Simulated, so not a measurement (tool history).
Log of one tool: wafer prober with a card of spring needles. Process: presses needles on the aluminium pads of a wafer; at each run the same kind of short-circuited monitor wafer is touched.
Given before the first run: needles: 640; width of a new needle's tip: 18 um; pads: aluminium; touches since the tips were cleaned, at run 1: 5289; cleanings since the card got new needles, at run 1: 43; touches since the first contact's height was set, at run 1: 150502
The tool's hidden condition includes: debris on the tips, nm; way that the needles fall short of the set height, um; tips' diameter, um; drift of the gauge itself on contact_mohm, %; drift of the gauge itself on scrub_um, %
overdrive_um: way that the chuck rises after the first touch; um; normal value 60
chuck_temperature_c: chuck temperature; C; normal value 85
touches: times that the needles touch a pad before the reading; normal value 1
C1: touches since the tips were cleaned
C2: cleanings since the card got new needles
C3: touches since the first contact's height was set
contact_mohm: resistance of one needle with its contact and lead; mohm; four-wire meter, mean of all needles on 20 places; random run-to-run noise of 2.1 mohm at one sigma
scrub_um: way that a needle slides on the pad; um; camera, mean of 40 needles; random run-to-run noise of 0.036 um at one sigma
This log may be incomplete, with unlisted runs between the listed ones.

{"run": 1, "hour": 0.0, "overdrive_um": 60, "chuck_temperature_c": 85, "touches": 1, "C1": 5289, "C2": 43, "C3": 150502, "contact_mohm": 236, "scrub_um": 8.51}
{"hour": 7.2, "done": "tips cleaned on abrasive film"}
{"hour": 14.0, "done": "height of the first contact set anew"}
{"run": 2, "hour": 17.9, "overdrive_um": 60, "chuck_temperature_c": 85, "touches": 1, "C1": 5505, "C2": 44, "C3": 2095, "contact_mohm": 235, "scrub_um": 8.52}
{"hour": 26.8, "done": "tips cleaned on abrasive film"}
{"hour": 45.9, "done": "tips cleaned on abrasive film"}
{"run": 3, "hour": 60.5, "overdrive_um": 60, "chuck_temperature_c": 85, "touches": 1, "C1": 7747, "C2": 46, "C3": 24625, "contact_mohm": 234, "scrub_um": 8.48}
{"hour": 63.6, "done": "tips cleaned on abrasive film"}
{"run": 4, "hour": 79.4, "overdrive_um": 60, "chuck_temperature_c": 85, "touches": 1, "C1": 8394, "C2": 47, "C3": 34597, "contact_mohm": 230, "scrub_um": 8.47}
{"hour": 82.0, "done": "tips cleaned on abrasive film"}
{"hour": 100.8, "done": "tips cleaned on abrasive film"}
{"hour": 118.1, "done": "tips cleaned on abrasive film"}
{"run": 5, "hour": 121.2, "overdrive_um": 60, "chuck_temperature_c": 29, "touches": 1, "C1": 1629, "C2": 50, "C3": 56647, "contact_mohm": 218, "scrub_um": 8.52}
{"hour": 138.4, "done": "tips cleaned on abrasive film"}
{"run": 6, "hour": 144.4, "overdrive_um": 60, "chuck_temperature_c": 29, "touches": 1, "C1": 3195, "C2": 51, "C3": 68917, "contact_mohm": 218, "scrub_um": 8.57}
{"hour": 158.9, "done": "tips cleaned on abrasive film"}
{"run": 7, "hour": 174.1, "overdrive_um": 65, "chuck_temperature_c": 29, "touches": 1, "C1": 8073, "C2": 52, "C3": 84621, "contact_mohm": 216, "scrub_um": 9.26}
{"hour": 177.8, "done": "tips cleaned on abrasive film"}
{"hour": 195.6, "done": "tips cleaned on abrasive film"}
{"run": 8, "hour": 199.1, "overdrive_um": 65, "chuck_temperature_c": 29, "touches": 1, "C1": 1872, "C2": 54, "C3": 97797, "contact_mohm": 215, "scrub_um": 9.28}
{"hour": 213.4, "done": "tips cleaned on abrasive film"}
{"run": 9, "hour": 227.3, "overdrive_um": 60, "chuck_temperature_c": 85, "touches": 1, "C1": 7384, "C2": 55, "C3": 112742, "contact_mohm": 234, "scrub_um": 8.48}
{"hour": 232.1, "done": "tips cleaned on abrasive film"}
{"hour": 249.7, "done": "tips cleaned on abrasive film"}
{"run": 10, "hour": 263.6, "overdrive_um": 55, "chuck_temperature_c": 85, "touches": 1, "C1": 7380, "C2": 57, "C3": 131879, "contact_mohm": 234, "scrub_um": 7.74}
{"hour": 267.8, "done": "tips cleaned on abrasive film"}
{"run": 11, "hour": 281.7, "overdrive_um": 55, "chuck_temperature_c": 85, "touches": 1, "C1": 7385, "C2": 58, "C3": 141462, "contact_mohm": 235, "scrub_um": 7.75}
{"hour": 285.0, "done": "tips cleaned on abrasive film"}
{"hour": 302.4, "done": "tips cleaned on abrasive film"}
{"hour": 311.7, "done": "height of the first contact set anew"}
{"run": 12, "hour": 311.7, "overdrive_um": 62, "chuck_temperature_c": 85, "touches": 1, "C1": 4773, "C2": 60, "C3": 0, "contact_mohm": 233, "scrub_um": 8.76}
{"hour": 322.8, "done": "tips cleaned on abrasive film"}
{"hour": 339.7, "done": "tips cleaned on abrasive film"}
{"run": 13, "hour": 352.8, "overdrive_um": 44, "chuck_temperature_c": 85, "touches": 1, "C1": 6928, "C2": 62, "C3": 21692, "contact_mohm": 246, "scrub_um": 6.25}
{"hour": 358.9, "done": "tips cleaned on abrasive film"}
{"run": 14, "hour": 375.0, "overdrive_um": 69, "chuck_temperature_c": 73, "touches": 1, "C1": 8522, "C2": 63, "C3": 33430, "contact_mohm": 226, "scrub_um": 9.78}
{"hour": 378.5, "done": "tips cleaned on abrasive film"}
{"hour": 398.3, "done": "tips cleaned on abrasive film"}
{"run": 15, "hour": 409.8, "overdrive_um": 69, "chuck_temperature_c": 73, "touches": 1, "C1": 6109, "C2": 65, "C3": 51829, "contact_mohm": 225, "scrub_um": 9.78}
{"hour": 415.7, "done": "tips cleaned on abrasive film"}
{"hour": 435.3, "done": "tips cleaned on abrasive film"}
{"run": 16, "hour": 451.7, "overdrive_um": 42, "chuck_temperature_c": 34, "touches": 2, "C1": 8742, "C2": 67, "C3": 73988, "contact_mohm": 232, "scrub_um": 5.95}
{"hour": 454.8, "done": "tips cleaned on abrasive film"}
{"hour": 473.1, "done": "tips cleaned on abrasive film"}
{"hour": 492.1, "done": "tips cleaned on abrasive film"}
{"run": 17, "hour": 494.7, "overdrive_um": 66, "chuck_temperature_c": 29, "touches": 2, "C1": 1367, "C2": 70, "C3": 96643, "contact_mohm": 212, "scrub_um": 9.36}

Predict each of these 3 candidate next runs independently; none follows another, all start after run 17:
{"hour": 509.3, "done": "tips cleaned on abrasive film"}
{"hour": 526.4, "done": "tips cleaned on abrasive film"}
{"run": "A", "hour": 526.4, "overdrive_um": 54, "chuck_temperature_c": 85, "touches": 1, "C1": 0, "C2": 72, "C3": 113397, "contact_mohm": "?", "scrub_um": "?"}
{"hour": 509.3, "done": "tips cleaned on abrasive film"}
{"hour": 526.4, "done": "tips cleaned on abrasive film"}
{"run": "B", "hour": 526.4, "overdrive_um": 57, "chuck_temperature_c": 85, "touches": 1, "C1": 0, "C2": 72, "C3": 113397, "contact_mohm": "?", "scrub_um": "?"}
{"hour": 509.3, "done": "tips cleaned on abrasive film"}
{"hour": 526.4, "done": "tips cleaned on abrasive film"}
{"run": "C", "hour": 526.4, "overdrive_um": 72, "chuck_temperature_c": 50, "touches": 1, "C1": 0, "C2": 72, "C3": 113397, "contact_mohm": "?", "scrub_um": "?"}

run=A contact_mohm=237 scrub_um=7.69
run=B contact_mohm=233 scrub_um=8.06
run=C contact_mohm=217 scrub_um=10.18
Had the tool no hidden state, the same runs would have come out as:
run=A contact_mohm=237 scrub_um=7.69
run=B contact_mohm=233 scrub_um=8.06
run=C contact_mohm=217 scrub_um=10.18
